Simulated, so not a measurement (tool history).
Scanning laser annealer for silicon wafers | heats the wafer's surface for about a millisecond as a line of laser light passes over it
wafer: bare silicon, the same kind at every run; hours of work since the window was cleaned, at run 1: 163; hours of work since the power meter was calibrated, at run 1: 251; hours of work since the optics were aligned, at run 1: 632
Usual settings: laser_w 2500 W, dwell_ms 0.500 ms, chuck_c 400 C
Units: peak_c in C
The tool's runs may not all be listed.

run     day  laser_w  dwell_ms  chuck_c  hours of work since the window was cleaned  hours of work since the power meter was calibrated  hours of work since the optics were aligned  peak_c
  1   0.000     2500     0.500      400                                         163                                                 251                                          632    1090
  2   0.846     2500     0.500      400                                         178                                                 266                                          646    1090
  3   1.646     2540     0.500      400                                         191                                                 279                                          660    1104
  4   2.258     2540     0.500      400                                         202                                                 290                                          670    1101
  5   3.117     2500     0.500      400                                         216                                                 304                                          685    1088
  6   4.208     2500     0.500      400                                         235                                                 323                                          704    1089
  7   5.292     2500     0.500      400                                         253                                                 341                                          722    1086
  8   6.054     2500     0.500      400                                         266                                                 354                                          735    1091
  9   7.129     2500     0.371      400                                         285                                                 373                                          753     997
 10   8.171     2500     0.371      400                                         302                                                 390                                          771     996
 11   8.942     2680     0.500      400                                         315                                                 403                                          784    1129
 12   9.796     2680     0.500      400                                         330                                                 418                                          799    1130
     10.812  -- window over the wafer cleaned
 13  10.954     2500     0.500      400                                           2                                                 436                                          817    1097
 14  12.171     2500     0.500      400                                          23                                                 457                                          838    1095
 15  12.833     2500     0.500      400                                          34                                                 468                                          849    1098
 16  14.058     2500     0.500      400                                          55                                                 489                                          870    1094
 17  14.842     2172     0.500      400                                          69                                                 502                                          883    1011
 18  15.633     2500     0.500      400                                          82                                                 516                                          897    1097
 19  16.204     2500     0.500      400                                          92                                                 526                                          906    1096
 20  16.812     2500     0.500      400                                         102                                                 536                                          917    1096
 21  18.042     2500     0.354      395                                         123                                                 557                                          938     988
 22  18.725     2500     0.500      375                                         135                                                 568                                          949    1064
 23  19.596     2321     0.418      415                                         150                                                 583                                          964    1010
 24  20.683     2656     0.500      423                                         168                                                 602                                          983    1152
 25  21.625     2148     0.500      379                                         184                                                 618                                          999     977
 26  22.592     2658     0.500      384                                         201                                                 634                                         1015    1112
 27  23.829     2689     0.426      400                                         222                                                 655                                         1036    1082
 28  24.725     2689     0.426      400                                         237                                                 671                                         1051    1078
 29  25.425     2598     0.500      383                                         249                                                 683                                         1063    1096
 30  26.704     2269     0.460      400                                         271                                                 704                                         1085    1006
 31  27.308     2327     0.358      369                                         281                                                 715                                         1095     918
 32  27.900     2737     0.474      362                                         291                                                 725                                         1105    1087
 33  28.729     2430     0.577      388                                         305                                                 739                                         1120    1098
 34  29.912     2500     0.473      395                                         325                                                 759                                         1140    1061
     31.192  -- window over the wafer cleaned
 35  31.192     2500     0.500      427                                           0                                                 779                                         1160    1121
 36  32.304     2219     0.425      435                                          19                                                 798                                         1179    1015
 37  33.179     2219     0.425      435                                          34                                                 813                                         1194    1009

Hidden state or all else? Some run-to-run changes of peak_c, split into what the settings, what came in and random variation would give without the hidden state, and what is left for the hidden state (with any gauge scatter that isn't in both results):
The hidden state here: light that passes the window, % of a clean one's; laser's true power over the reading, %; width of the line over the set one, %; drift of the gauge itself on peak_c, C.
Run 12 -> 13: laser_w 2680 -> 2500, window over the wafer cleaned. peak_c -33 C: hidden state +16, all else -49.
Run 23 -> 24: laser_w 2321 -> 2656, dwell_ms 0.418 -> 0.500, chuck_c 415 -> 423. peak_c +142 C: hidden state -4, all else +146.
Run 24 -> 25: laser_w 2656 -> 2148, chuck_c 423 -> 379. peak_c -175 C: hidden state +2, all else -177.
Run 31 -> 32: laser_w 2327 -> 2737, dwell_ms 0.358 -> 0.474, chuck_c 369 -> 362. peak_c +169 C: hidden state -7, all else +176.
Run 34 -> 35: dwell_ms 0.473 -> 0.500, chuck_c 395 -> 427, window over the wafer cleaned. peak_c +60 C: hidden state +12, all else +48.

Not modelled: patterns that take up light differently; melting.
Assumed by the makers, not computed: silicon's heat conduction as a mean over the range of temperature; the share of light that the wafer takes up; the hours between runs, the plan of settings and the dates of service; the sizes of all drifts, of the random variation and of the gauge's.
